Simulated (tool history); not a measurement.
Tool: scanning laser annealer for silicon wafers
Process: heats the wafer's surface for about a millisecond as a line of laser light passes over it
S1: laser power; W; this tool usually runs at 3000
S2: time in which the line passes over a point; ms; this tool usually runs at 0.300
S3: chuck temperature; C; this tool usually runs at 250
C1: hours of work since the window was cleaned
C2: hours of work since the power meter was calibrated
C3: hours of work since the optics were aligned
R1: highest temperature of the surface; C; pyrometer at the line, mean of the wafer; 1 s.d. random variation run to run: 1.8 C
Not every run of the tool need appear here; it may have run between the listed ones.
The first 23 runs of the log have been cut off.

run	hour	S1	S2	S3	C1	C2	C3	R1
24	279.8	2556	0.212	233	667	510	859	700
25	289.1	2556	0.212	233	674	517	867	698
26	300.1	2556	0.212	233	683	526	875	701
27	311.7	3000	0.300	274	692	535	884	944
28	325.0	3000	0.300	274	702	545	895	941
29	332.1	2908	0.300	223	708	550	900	863
30	346.2	3000	0.293	250	719	561	911	909
31	355.0	2798	0.300	214	726	568	918	825
32	363.2	2926	0.294	240	732	575	924	881

Alternative continuations, all from the tool just after run 32; predict every row:
A	377.1	2952	0.252	264	743	585	935	?
B	377.1	2796	0.274	246	743	585	935	?
C	377.1	2584	0.257	240	743	585	935	?
D	377.1	3008	0.294	240	743	585	935	?

run	R1
A	866
B	832
C	756
D	903
Had the tool no hidden state, the same runs would have come out as:
run	R1
A	907
B	871
C	790
D	948
